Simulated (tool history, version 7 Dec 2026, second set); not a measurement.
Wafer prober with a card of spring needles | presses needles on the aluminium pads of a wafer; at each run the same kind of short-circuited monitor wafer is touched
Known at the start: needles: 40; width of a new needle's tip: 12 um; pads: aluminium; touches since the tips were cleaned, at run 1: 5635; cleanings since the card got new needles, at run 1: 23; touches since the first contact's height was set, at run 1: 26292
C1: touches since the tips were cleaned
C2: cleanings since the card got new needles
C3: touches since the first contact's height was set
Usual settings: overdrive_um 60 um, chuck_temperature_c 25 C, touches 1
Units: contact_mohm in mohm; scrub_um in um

run 1 hour=0.0 | overdrive_um=60 chuck_temperature_c=25 touches=1 | C1=5635 C2=23 C3=26292 | contact_mohm=319 scrub_um=9.790
-- hour=4.8 tips cleaned on abrasive film
-- hour=25.7 tips cleaned on abrasive film
run 2 hour=27.1 | overdrive_um=60 chuck_temperature_c=25 touches=1 | C1=455 C2=25 C3=34817 | contact_mohm=213 scrub_um=9.792
-- hour=44.8 tips cleaned on abrasive film
-- hour=63.9 tips cleaned on abrasive film
run 3 hour=63.9 | overdrive_um=60 chuck_temperature_c=25 touches=2 | C1=0 C2=27 C3=46419 | contact_mohm=187 scrub_um=9.762
-- hour=85.4 tips cleaned on abrasive film
run 4 hour=90.0 | overdrive_um=60 chuck_temperature_c=25 touches=2 | C1=1446 C2=28 C3=54650 | contact_mohm=220 scrub_um=9.773
-- hour=104.7 tips cleaned on abrasive film
-- hour=123.9 tips cleaned on abrasive film
run 5 hour=128.4 | overdrive_um=60 chuck_temperature_c=33 touches=1 | C1=1435 C2=30 C3=66767 | contact_mohm=249 scrub_um=9.751
-- hour=145.7 tips cleaned on abrasive film, once more
-- hour=168.7 tips cleaned on abrasive film
run 6 hour=172.4 | overdrive_um=60 chuck_temperature_c=33 touches=1 | C1=1174 C2=32 C3=80645 | contact_mohm=230 scrub_um=9.727
-- hour=190.0 tips cleaned on abrasive film
run 7 hour=205.2 | overdrive_um=60 chuck_temperature_c=33 touches=1 | C1=4835 C2=33 C3=91032 | contact_mohm=310 scrub_um=9.723
-- hour=209.4 tips cleaned on abrasive film
-- hour=230.8 tips cleaned on abrasive film
run 8 hour=240.2 | overdrive_um=60 chuck_temperature_c=33 touches=1 | C1=3000 C2=35 C3=102064 | contact_mohm=278 scrub_um=9.702
-- hour=249.7 tips cleaned on abrasive film
-- hour=272.4 tips cleaned on abrasive film
-- hour=292.0 tips cleaned on abrasive film
run 9 hour=298.2 | overdrive_um=60 chuck_temperature_c=41 touches=1 | C1=1939 C2=38 C3=120324 | contact_mohm=266 scrub_um=9.708
-- hour=313.9 tips cleaned on abrasive film
-- hour=332.8 tips cleaned on abrasive film
-- hour=348.0 height of the first contact set anew
run 10 hour=350.3 | overdrive_um=60 chuck_temperature_c=25 touches=2 | C1=5462 C2=40 C3=744 | contact_mohm=267 scrub_um=9.804
-- hour=354.7 tips cleaned on abrasive film
-- hour=377.7 tips cleaned on abrasive film
run 11 hour=382.6 | overdrive_um=60 chuck_temperature_c=25 touches=1 | C1=1556 C2=42 C3=10933 | contact_mohm=254 scrub_um=9.810
-- hour=396.7 tips cleaned on abrasive film
-- hour=418.8 tips cleaned on abrasive film
run 12 hour=433.2 | overdrive_um=60 chuck_temperature_c=25 touches=1 | C1=4547 C2=44 C3=26884 | contact_mohm=317 scrub_um=9.813
-- hour=441.9 tips cleaned on abrasive film
-- hour=463.3 tips cleaned on abrasive film
run 13 hour=468.4 | overdrive_um=60 chuck_temperature_c=43 touches=1 | C1=1603 C2=46 C3=37989 | contact_mohm=245 scrub_um=9.778
-- hour=485.6 tips cleaned on abrasive film
-- hour=506.3 tips cleaned on abrasive film
run 14 hour=518.0 | overdrive_um=60 chuck_temperature_c=43 touches=1 | C1=3696 C2=48 C3=53640 | contact_mohm=300 scrub_um=9.752
-- hour=525.4 tips cleaned on abrasive film
-- hour=546.1 tips cleaned on abrasive film
run 15 hour=555.9 | overdrive_um=60 chuck_temperature_c=43 touches=1 | C1=3119 C2=50 C3=65596 | contact_mohm=277 scrub_um=9.760
-- hour=569.2 tips cleaned on abrasive film
-- hour=589.2 tips cleaned on abrasive film
-- hour=610.8 tips cleaned on abrasive film
run 16 hour=614.7 | overdrive_um=60 chuck_temperature_c=43 touches=3 | C1=1265 C2=53 C3=84154 | contact_mohm=209 scrub_um=9.718
-- hour=630.9 tips cleaned on abrasive film
-- hour=650.4 tips cleaned on abrasive film
run 17 hour=650.4 | overdrive_um=60 chuck_temperature_c=25 touches=2 | C1=0 C2=55 C3=95389 | contact_mohm=190 scrub_um=9.713
-- hour=670.2 tips cleaned on abrasive film
-- hour=688.9 tips cleaned on abrasive film
run 18 hour=705.1 | overdrive_um=40 chuck_temperature_c=98 touches=3 | C1=5114 C2=57 C3=112661 | contact_mohm=309 scrub_um=6.432
-- hour=709.3 tips cleaned on abrasive film
-- hour=730.8 tips cleaned on abrasive film
run 19 hour=739.6 | overdrive_um=68 chuck_temperature_c=35 touches=1 | C1=2784 C2=59 C3=123542 | contact_mohm=265 scrub_um=10.996
-- hour=751.8 tips cleaned on abrasive film
-- hour=771.0 tips cleaned on abrasive film
-- hour=779.6 height of the first contact set anew
-- hour=793.3 tips cleaned on abrasive film
run 20 hour=802.0 | overdrive_um=47 chuck_temperature_c=67 touches=1 | C1=2772 C2=62 C3=7080 | contact_mohm=347 scrub_um=7.679
-- hour=814.4 tips cleaned on abrasive film
-- hour=836.2 tips cleaned on abrasive film
run 21 hour=838.9 | overdrive_um=71 chuck_temperature_c=69 touches=1 | C1=876 C2=64 C3=18709 | contact_mohm=226 scrub_um=11.604
-- hour=857.5 tips cleaned on abrasive film
-- hour=879.6 tips cleaned on abrasive film
-- hour=898.6 tips cleaned on abrasive film
run 22 hour=901.6 | overdrive_um=71 chuck_temperature_c=47 touches=1 | C1=962 C2=67 C3=38480 | contact_mohm=221 scrub_um=11.586
-- hour=919.2 tips cleaned on abrasive film
run 23 hour=936.7 | overdrive_um=64 chuck_temperature_c=60 touches=1 | C1=5550 C2=68 C3=49564 | contact_mohm=320 scrub_um=10.422
-- hour=941.4 tips cleaned on abrasive film
-- hour=962.5 tips cleaned on abrasive film
run 24 hour=967.7 | overdrive_um=70 chuck_temperature_c=114 touches=1 | C1=1629 C2=70 C3=59326 | contact_mohm=247 scrub_um=11.382
-- hour=983.2 tips cleaned on abrasive film
-- hour=1003.1 tips cleaned on abrasive film
run 25 hour=1003.1 | overdrive_um=54 chuck_temperature_c=91 touches=1 | C1=0 C2=72 C3=70499 | contact_mohm=216 scrub_um=8.755
-- hour=1025.8 tips cleaned on abrasive film
run 26 hour=1041.0 | overdrive_um=54 chuck_temperature_c=91 touches=1 | C1=4808 C2=73 C3=82459 | contact_mohm=350 scrub_um=8.745
-- hour=1045.1 tips cleaned on abrasive film
-- hour=1065.0 tips cleaned on abrasive film
run 27 hour=1074.8 | overdrive_um=60 chuck_temperature_c=25 touches=1 | C1=3099 C2=75 C3=93122 | contact_mohm=284 scrub_um=9.726
-- hour=1086.4 tips cleaned on abrasive film
-- hour=1106.2 tips cleaned on abrasive film
-- hour=1127.9 tips cleaned on abrasive film
run 28 hour=1134.7 | overdrive_um=60 chuck_temperature_c=25 touches=1 | C1=2150 C2=78 C3=112014 | contact_mohm=269 scrub_um=9.699

5 ways to go on from here, each from the tool as it stands after run 28. What would each give?
-- hour=1146.7 tips cleaned on abrasive film
run A hour=1165.2 | overdrive_um=70 chuck_temperature_c=45 touches=2 | C1=5845 C2=79 C3=121643 | contact_mohm=? scrub_um=?
-- hour=1146.7 tips cleaned on abrasive film
run B hour=1165.2 | overdrive_um=40 chuck_temperature_c=83 touches=2 | C1=5845 C2=79 C3=121643 | contact_mohm=? scrub_um=?
-- hour=1146.7 tips cleaned on abrasive film
run C hour=1165.2 | overdrive_um=62 chuck_temperature_c=25 touches=1 | C1=5845 C2=79 C3=121643 | contact_mohm=? scrub_um=?
-- hour=1146.7 tips cleaned on abrasive film
run D hour=1165.2 | overdrive_um=63 chuck_temperature_c=107 touches=1 | C1=5845 C2=79 C3=121643 | contact_mohm=? scrub_um=?
-- hour=1146.7 tips cleaned on abrasive film
run E hour=1165.2 | overdrive_um=58 chuck_temperature_c=25 touches=1 | C1=5845 C2=79 C3=121643 | contact_mohm=? scrub_um=?

run=A contact_mohm=256 scrub_um=11.331
run=B contact_mohm=381 scrub_um=6.422
run=C contact_mohm=323 scrub_um=10.018
run=D contact_mohm=322 scrub_um=10.173
run=E contact_mohm=343 scrub_um=9.363
Without the tool's hidden state the same runs would have given:
run=A contact_mohm=187 scrub_um=11.459
run=B contact_mohm=207 scrub_um=6.550
run=C contact_mohm=180 scrub_um=10.146
run=D contact_mohm=198 scrub_um=10.301
run=E contact_mohm=181 scrub_um=9.492
